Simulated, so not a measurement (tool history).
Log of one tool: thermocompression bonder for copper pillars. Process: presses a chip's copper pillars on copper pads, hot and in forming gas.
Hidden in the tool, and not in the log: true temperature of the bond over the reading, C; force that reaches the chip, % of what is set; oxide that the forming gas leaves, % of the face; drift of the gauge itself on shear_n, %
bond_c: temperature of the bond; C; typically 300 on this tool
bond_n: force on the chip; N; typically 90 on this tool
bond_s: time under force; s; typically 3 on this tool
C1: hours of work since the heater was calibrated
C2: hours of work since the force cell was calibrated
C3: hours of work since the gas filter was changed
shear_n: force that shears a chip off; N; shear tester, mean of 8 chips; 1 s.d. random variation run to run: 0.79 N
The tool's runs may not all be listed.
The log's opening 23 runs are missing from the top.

{"run": 24, "hour": 537.3, "bond_c": 314, "bond_n": 69, "bond_s": 5, "C1": 1012, "C2": 1269, "C3": 29, "shear_n": 124.9}
{"run": 25, "hour": 560.2, "bond_c": 303, "bond_n": 105, "bond_s": 2, "C1": 1028, "C2": 1285, "C3": 45, "shear_n": 120.1}
{"run": 26, "hour": 588.0, "bond_c": 318, "bond_n": 121, "bond_s": 4, "C1": 1047, "C2": 1305, "C3": 64, "shear_n": 143.1}
{"hour": 595.8, "done": "force cell calibrated"}
{"run": 27, "hour": 606.8, "bond_c": 314, "bond_n": 54, "bond_s": 8, "C1": 1060, "C2": 8, "C3": 76, "shear_n": 117.7}
{"run": 28, "hour": 621.4, "bond_c": 312, "bond_n": 90, "bond_s": 3, "C1": 1070, "C2": 18, "C3": 87, "shear_n": 125.1}
{"run": 29, "hour": 634.3, "bond_c": 271, "bond_n": 127, "bond_s": 3, "C1": 1079, "C2": 27, "C3": 96, "shear_n": 112.0}
{"run": 30, "hour": 655.4, "bond_c": 320, "bond_n": 121, "bond_s": 2, "C1": 1094, "C2": 42, "C3": 110, "shear_n": 133.0}
{"run": 31, "hour": 669.9, "bond_c": 320, "bond_n": 62, "bond_s": 2, "C1": 1104, "C2": 52, "C3": 121, "shear_n": 95.2}
{"run": 32, "hour": 693.0, "bond_c": 320, "bond_n": 62, "bond_s": 2, "C1": 1120, "C2": 68, "C3": 137, "shear_n": 96.7}
{"run": 33, "hour": 721.9, "bond_c": 320, "bond_n": 62, "bond_s": 2, "C1": 1141, "C2": 89, "C3": 157, "shear_n": 95.9}
{"run": 34, "hour": 750.9, "bond_c": 294, "bond_n": 60, "bond_s": 4, "C1": 1161, "C2": 109, "C3": 178, "shear_n": 89.6}
{"run": 35, "hour": 767.3, "bond_c": 294, "bond_n": 60, "bond_s": 4, "C1": 1173, "C2": 121, "C3": 189, "shear_n": 88.6}
{"run": 36, "hour": 784.6, "bond_c": 294, "bond_n": 60, "bond_s": 4, "C1": 1185, "C2": 133, "C3": 201, "shear_n": 89.5}

4 options for the next run, each taken on its own from the tool as it stands now. Forecast them:
{"run": "A", "hour": 799.8, "bond_c": 290, "bond_n": 60, "bond_s": 4, "C1": 1195, "C2": 143, "C3": 212, "shear_n": "?"}
{"run": "B", "hour": 799.8, "bond_c": 276, "bond_n": 66, "bond_s": 4, "C1": 1195, "C2": 143, "C3": 212, "shear_n": "?"}
{"run": "C", "hour": 799.8, "bond_c": 303, "bond_n": 90, "bond_s": 5, "C1": 1195, "C2": 143, "C3": 212, "shear_n": "?"}
{"run": "D", "hour": 799.8, "bond_c": 300, "bond_n": 113, "bond_s": 3, "C1": 1195, "C2": 143, "C3": 212, "shear_n": "?"}

run=A shear_n=85.8
run=B shear_n=78.7
run=C shear_n=126.1
run=D shear_n=123.0
Take away the tool's hidden state, keep each run's random variation, and the runs would have read:
run=A shear_n=80.7
run=B shear_n=73.3
run=C shear_n=124.9
run=D shear_n=121.7
